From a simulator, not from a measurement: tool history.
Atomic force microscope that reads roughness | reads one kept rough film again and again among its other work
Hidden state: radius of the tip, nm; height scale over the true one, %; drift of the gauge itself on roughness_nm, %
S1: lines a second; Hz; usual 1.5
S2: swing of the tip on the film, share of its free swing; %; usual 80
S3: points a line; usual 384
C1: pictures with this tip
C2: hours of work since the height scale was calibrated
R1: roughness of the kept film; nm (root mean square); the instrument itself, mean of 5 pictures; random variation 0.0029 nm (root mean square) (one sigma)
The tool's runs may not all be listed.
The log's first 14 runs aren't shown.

run   hour    S1  S2   S3   C1    C2     R1
 15  413.2   1.5  80  384   80   990  0.772
 16  453.7   1.5  80  384  145  1018  0.774
       457  -- new tip fitted
 17  476.2   1.5  80  384   31  1033  0.771
 18    512   1.5  80  384   88  1058  0.769
 19  541.8   1.5  80  384  136  1078  0.772
     553.2  -- new tip fitted
 20  587.8   1.5  80  384   55  1110  0.771
 21  607.2   1.5  80  437   86  1123  0.777
       646  -- new tip fitted
 22    646   1.5  80  437    0  1149  0.778
 23  687.5   1.5  74  685   66  1178  0.803
 24  708.6  0.63  76  297  100  1192  0.847
 25  734.5   1.5  62  317  141  1210  0.845
     741.4  -- new tip fitted
 26  770.8   1.5  56  317   47  1235  0.858
 27  796.1   1.5  56  317   88  1252  0.859
 28  830.3  1.51  80  577  142  1276  0.777
     834.6  -- new tip fitted
 29  867.1   1.5  59  688   51  1301  0.857
 30  897.9   1.5  59  688  101  1322  0.861

Forecast run 31:
     928.4  -- new tip fitted
 31  939.5  0.52  90  384  17  1350   ?

{"run 31": {"R1": 0.819}}
Without the tool's hidden state the same run would have given R1 0.819 nm (root mean square).
